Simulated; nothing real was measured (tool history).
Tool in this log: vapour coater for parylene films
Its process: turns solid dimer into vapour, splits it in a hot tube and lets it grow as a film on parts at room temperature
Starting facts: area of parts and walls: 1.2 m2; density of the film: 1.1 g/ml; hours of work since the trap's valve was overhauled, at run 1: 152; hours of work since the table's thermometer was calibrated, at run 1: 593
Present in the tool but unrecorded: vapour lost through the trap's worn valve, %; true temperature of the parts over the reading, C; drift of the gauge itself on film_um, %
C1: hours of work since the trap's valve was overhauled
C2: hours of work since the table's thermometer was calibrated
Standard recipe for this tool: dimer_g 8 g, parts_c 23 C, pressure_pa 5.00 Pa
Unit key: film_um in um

Run 1, hour 0.0: usual settings; C1 152; C2 593. Result: film_um 3.60 um.
Run 2, hour 63.7: usual settings; C1 194; C2 635. Result: film_um 3.57 um.
Run 3, hour 107.4: usual settings; C1 223; C2 664. Result: film_um 3.48 um.
Run 4, hour 166.8: usual settings; C1 262; C2 703. Result: film_um 3.36 um.
Run 5, hour 235.1: usual settings but pressure_pa 9.50 Pa; C1 307; C2 748. Result: film_um 3.14 um.
At hour 260.1: trap's valve overhauled.
Run 6, hour 279.4: usual settings but dimer_g 9 g, pressure_pa 9.50 Pa; C1 13; C2 775. Result: film_um 3.10 um.
Run 7, hour 308.5: usual settings but pressure_pa 2.34 Pa; C1 32; C2 794. Result: film_um 3.19 um.
Run 8, hour 370.0: usual settings but pressure_pa 2.34 Pa; C1 73; C2 835. Result: film_um 3.05 um.
Run 9, hour 436.9: usual settings but pressure_pa 2.34 Pa; C1 117; C2 879. Result: film_um 3.02 um.
Run 10, hour 480.5: usual settings but pressure_pa 10.04 Pa; C1 146; C2 908. Result: film_um 2.57 um.
Run 11, hour 525.9: usual settings but pressure_pa 10.04 Pa; C1 176; C2 938. Result: film_um 2.52 um.
Run 12, hour 577.0: usual settings; C1 210; C2 972. Result: film_um 2.62 um.
Run 13, hour 643.9: usual settings but parts_c 22 C; C1 254; C2 1016. Result: film_um 2.66 um.
Run 14, hour 687.9: usual settings but parts_c 22 C; C1 283; C2 1046. Result: film_um 2.60 um.
At hour 698.7: trap's valve overhauled, once more.
Run 15, hour 737.1: usual settings; C1 25; C2 1075. Result: film_um 3.83 um.
Run 16, hour 805.7: usual settings; C1 71; C2 1121. Result: film_um 3.77 um.
Run 17, hour 877.6: usual settings; C1 118; C2 1168. Result: film_um 3.66 um.
Run 18, hour 929.8: usual settings but parts_c 17 C; C1 153; C2 1203. Result: film_um 4.46 um.
Run 19, hour 967.2: usual settings but parts_c 17 C; C1 178; C2 1228. Result: film_um 4.39 um.
Run 20, hour 1011.5: usual settings but parts_c 17 C; C1 207; C2 1257. Result: film_um 4.34 um.
Run 21, hour 1063.2: usual settings but dimer_g 7 g, parts_c 20 C, pressure_pa 5.77 Pa; C1 241; C2 1291. Result: film_um 3.33 um.
Run 22, hour 1110.5: usual settings but dimer_g 3 g, parts_c 25 C, pressure_pa 5.30 Pa; C1 273; C2 1323. Result: film_um 1.21 um.
Run 23, hour 1142.5: usual settings but dimer_g 3 g, parts_c 25 C, pressure_pa 5.30 Pa; C1 294; C2 1344. Result: film_um 1.18 um.
Run 24, hour 1178.9: usual settings but dimer_g 3 g, parts_c 25 C, pressure_pa 5.30 Pa; C1 318; C2 1368. Result: film_um 1.18 um.
At hour 1189.2: trap's valve overhauled.
Run 25, hour 1214.6: usual settings but dimer_g 3 g, parts_c 25 C, pressure_pa 5.30 Pa; C1 17; C2 1389. Result: film_um 1.33 um.
Run 26, hour 1256.8: usual settings but dimer_g 3 g, parts_c 25 C, pressure_pa 5.30 Pa; C1 45; C2 1417. Result: film_um 1.30 um.
Run 27, hour 1315.5: usual settings but dimer_g 5 g, parts_c 19 C, pressure_pa 7.84 Pa; C1 84; C2 1456. Result: film_um 2.53 um.
Run 28, hour 1386.4: usual settings but dimer_g 13 g, parts_c 20 C, pressure_pa 6.52 Pa; C1 131; C2 1503. Result: film_um 6.35 um.
Run 29, hour 1444.0: usual settings but dimer_g 4 g, parts_c 33 C, pressure_pa 6.58 Pa; C1 169; C2 1541. Result: film_um 1.23 um.
Run 30, hour 1493.0: usual settings but dimer_g 4 g, parts_c 33 C, pressure_pa 6.58 Pa; C1 201; C2 1573. Result: film_um 1.21 um.
Run 31, hour 1540.6: usual settings but dimer_g 4 g, parts_c 27 C, pressure_pa 2.11 Pa; C1 233; C2 1605. Result: film_um 1.68 um.
Run 32, hour 1586.4: usual settings but dimer_g 4 g, parts_c 27 C, pressure_pa 2.11 Pa; C1 263; C2 1635. Result: film_um 1.65 um.
Run 33, hour 1652.9: usual settings but dimer_g 4 g, parts_c 27 C, pressure_pa 2.11 Pa; C1 307; C2 1679. Result: film_um 1.60 um.
At hour 1676.3: trap's valve overhauled.
Run 34, hour 1706.6: usual settings but dimer_g 4 g, parts_c 31 C, pressure_pa 2.82 Pa; C1 20; C2 1712. Result: film_um 1.57 um.
Run 35, hour 1748.7: usual settings but dimer_g 4 g, parts_c 16 C, pressure_pa 3.98 Pa; C1 48; C2 1740. Result: film_um 2.46 um.
Run 36, hour 1802.8: usual settings but dimer_g 7 g, parts_c 19 C, pressure_pa 6.20 Pa; C1 84; C2 1776. Result: film_um 3.71 um.
Run 37, hour 1861.6: usual settings but dimer_g 7 g, parts_c 19 C, pressure_pa 6.20 Pa; C1 123; C2 1815. Result: film_um 3.62 um.
Run 38, hour 1924.2: usual settings but dimer_g 3 g, parts_c 34 C, pressure_pa 6.20 Pa; C1 164; C2 1856. Result: film_um 0.89 um.
Run 39, hour 1978.7: usual settings but dimer_g 4 g, parts_c 24 C, pressure_pa 2.64 Pa; C1 200; C2 1892. Result: film_um 1.86 um.

5 ways to go on from here, each from the tool as it stands after run 39. What would each give?
Run A, hour 2010.0: usual settings but dimer_g 9 g, parts_c 16 C; C1 221; C2 1913. Result: film_um ?.
Run B, hour 2010.0: usual settings but pressure_pa 2.85 Pa; C1 221; C2 1913. Result: film_um ?.
Run C, hour 2010.0: usual settings but parts_c 19 C, pressure_pa 3.32 Pa; C1 221; C2 1913. Result: film_um ?.
Run D, hour 2010.0: usual settings but dimer_g 4 g, parts_c 33 C, pressure_pa 2.64 Pa; C1 221; C2 1913. Result: film_um ?.
Run E, hour 2010.0: usual settings but dimer_g 6 g, parts_c 24 C, pressure_pa 2.64 Pa; C1 221; C2 1913. Result: film_um ?.

run  film_um
  A     5.07
  B     3.76
  C     4.25
  D     1.32
  E     2.77
Stripped of hidden state, with their random variation kept, the same runs would have yielded:
run  film_um
  A     5.50
  B     4.08
  C     4.62
  D     1.44
  E     3.01
